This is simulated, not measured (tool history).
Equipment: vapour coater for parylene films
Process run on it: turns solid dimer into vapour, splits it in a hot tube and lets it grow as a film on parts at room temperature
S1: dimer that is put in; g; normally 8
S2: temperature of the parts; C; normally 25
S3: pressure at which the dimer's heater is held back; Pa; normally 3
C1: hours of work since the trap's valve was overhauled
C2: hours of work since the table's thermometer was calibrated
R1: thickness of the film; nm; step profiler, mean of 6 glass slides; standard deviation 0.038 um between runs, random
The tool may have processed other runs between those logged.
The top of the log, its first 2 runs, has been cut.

{"run": 3, "day": 1.192, "S1": 8, "S2": 25, "S3": 2.26, "C1": 328, "C2": 109, "R1": 4480}
{"run": 4, "day": 1.529, "S1": 8, "S2": 25, "S3": 2.26, "C1": 334, "C2": 115, "R1": 4470}
{"day": 1.738, "done": "trap's valve overhauled"}
{"run": 5, "day": 2.108, "S1": 8, "S2": 25, "S3": 2.26, "C1": 7, "C2": 123, "R1": 4850}
{"run": 6, "day": 2.742, "S1": 8, "S2": 25, "S3": 3, "C1": 19, "C2": 135, "R1": 4870}
{"run": 7, "day": 3.279, "S1": 8, "S2": 25, "S3": 3, "C1": 30, "C2": 146, "R1": 4830}
{"run": 8, "day": 3.588, "S1": 8, "S2": 25, "S3": 2.57, "C1": 36, "C2": 151, "R1": 4830}
{"run": 9, "day": 4.208, "S1": 8, "S2": 25, "S3": 3, "C1": 47, "C2": 163, "R1": 4770}
{"run": 10, "day": 4.858, "S1": 8, "S2": 25, "S3": 7.1, "C1": 60, "C2": 176, "R1": 4540}
{"run": 11, "day": 5.379, "S1": 8, "S2": 25, "S3": 7.1, "C1": 70, "C2": 186, "R1": 4430}
{"run": 12, "day": 5.75, "S1": 8, "S2": 25, "S3": 3, "C1": 77, "C2": 193, "R1": 4700}
{"run": 13, "day": 6.133, "S1": 8, "S2": 25, "S3": 3, "C1": 84, "C2": 200, "R1": 4690}
{"run": 14, "day": 6.433, "S1": 8, "S2": 25, "S3": 3, "C1": 90, "C2": 206, "R1": 4760}
{"run": 15, "day": 6.983, "S1": 8, "S2": 25, "S3": 3, "C1": 101, "C2": 217, "R1": 4690}
{"run": 16, "day": 7.283, "S1": 8, "S2": 25, "S3": 3, "C1": 107, "C2": 222, "R1": 4670}
{"run": 17, "day": 7.717, "S1": 8, "S2": 25, "S3": 3, "C1": 115, "C2": 231, "R1": 4670}
{"run": 18, "day": 8.317, "S1": 8, "S2": 19, "S3": 3, "C1": 126, "C2": 242, "R1": 5810}
{"run": 19, "day": 8.771, "S1": 8, "S2": 19, "S3": 3, "C1": 135, "C2": 251, "R1": 5810}
{"run": 20, "day": 9.408, "S1": 8, "S2": 25, "S3": 3, "C1": 147, "C2": 263, "R1": 4680}
{"run": 21, "day": 9.9, "S1": 8, "S2": 25, "S3": 3, "C1": 157, "C2": 273, "R1": 4620}
{"run": 22, "day": 10.379, "S1": 8, "S2": 25, "S3": 3, "C1": 166, "C2": 282, "R1": 4570}
{"run": 23, "day": 10.854, "S1": 8, "S2": 25, "S3": 6.55, "C1": 175, "C2": 291, "R1": 4420}
{"run": 24, "day": 11.225, "S1": 8, "S2": 25, "S3": 6.55, "C1": 182, "C2": 298, "R1": 4410}
{"run": 25, "day": 11.725, "S1": 8, "S2": 25, "S3": 6.55, "C1": 192, "C2": 308, "R1": 4430}

Run 26, settings as shown, results not yet in. Your forecast:
{"run": 26, "day": 12.008, "S1": 8, "S2": 17, "S3": 4.95, "C1": 197, "C2": 313, "R1": "?"}

{"run 26": {"R1": 5900}}
If the tool had no hidden condition, the same run with the same run-to-run variation would have returned R1 6250 nm.
